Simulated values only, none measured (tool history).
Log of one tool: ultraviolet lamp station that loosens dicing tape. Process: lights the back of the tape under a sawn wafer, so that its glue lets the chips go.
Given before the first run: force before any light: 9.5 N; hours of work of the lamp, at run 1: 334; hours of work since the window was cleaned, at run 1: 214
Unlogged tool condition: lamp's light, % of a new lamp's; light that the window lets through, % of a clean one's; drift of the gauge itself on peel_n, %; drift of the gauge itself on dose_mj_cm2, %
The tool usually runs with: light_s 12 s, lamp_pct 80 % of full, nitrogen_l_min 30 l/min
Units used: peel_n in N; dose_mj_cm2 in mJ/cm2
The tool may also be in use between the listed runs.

run	hour	light_s	lamp_pct	nitrogen_l_min	hours of work of the lamp	hours of work since the window was cleaned	peel_n	dose_mj_cm2
1	0	12	80	30	334	214	0.954	301
2	23.2	12	80	30	344	224	0.958	297
3	37.5	17	80	30	350	231	0.432	417
4	51.9	17	80	30	356	237	0.465	419
5	69.2	17	80	30	364	245	0.442	416
6	88.6	17	80	30	373	253	0.464	418
7	102.1	17	80	30	379	259	0.47	410
8	121.3	8	80	30	387	268	2.133	193
# hour 137.1: window cleaned of glue's vapour
9	141.5	12	80	18	396	2	1.213	324
10	158.9	12	67	18	403	10	1.741	269
11	170.5	12	67	18	408	15	1.71	262
12	192.9	12	80	30	418	25	0.83	316
13	210.7	12	68	30	426	32	1.19	268
14	228.7	12	68	30	434	40	1.195	265
15	250.1	23	80	30	443	50	0.195	598
16	270.6	23	80	30	453	59	0.188	602
17	293.4	6	80	30	463	69	2.947	154
18	314.4	17	75	11	472	78	1.09	403
19	328.2	17	75	11	478	84	1.097	408
20	340.2	10	70	15	483	89	2.474	224
21	362.7	9	62	30	493	99	2.406	177
22	375.7	9	62	22	499	105	2.817	174
23	388.9	8	91	34	505	111	1.534	228
24	406.4	8	91	34	512	119	1.543	231
25	422	8	88	19	519	125	2.251	213
26	437.1	21	88	19	526	132	0.314	576
27	459.6	12	74	30	536	142	1.187	275
28	480.1	15	82	18	545	151	0.864	377
29	502.8	15	82	18	555	161	0.908	374
30	513.9	12	80	30	560	166	1.003	295
31	537.1	6	66	26	570	176	3.888	123

Consider 4 possible next runs. They are alternatives, not a sequence: every one starts from the tool as it was left by run 31. What does each give?
A	557.8	6	78	26	579	185	?	?
B	557.8	12	77	23	579	185	?	?
C	557.8	12	80	31	579	185	?	?
D	557.8	13	61	14	579	185	?	?

run	peel_n	dose_mj_cm2
A	3.274	139
B	1.412	275
C	1.036	287
D	2.313	235
Had the tool no hidden state, the same runs would have come out as:
run	peel_n	dose_mj_cm2
A	2.614	169
B	0.951	336
C	0.67	350
D	1.724	287
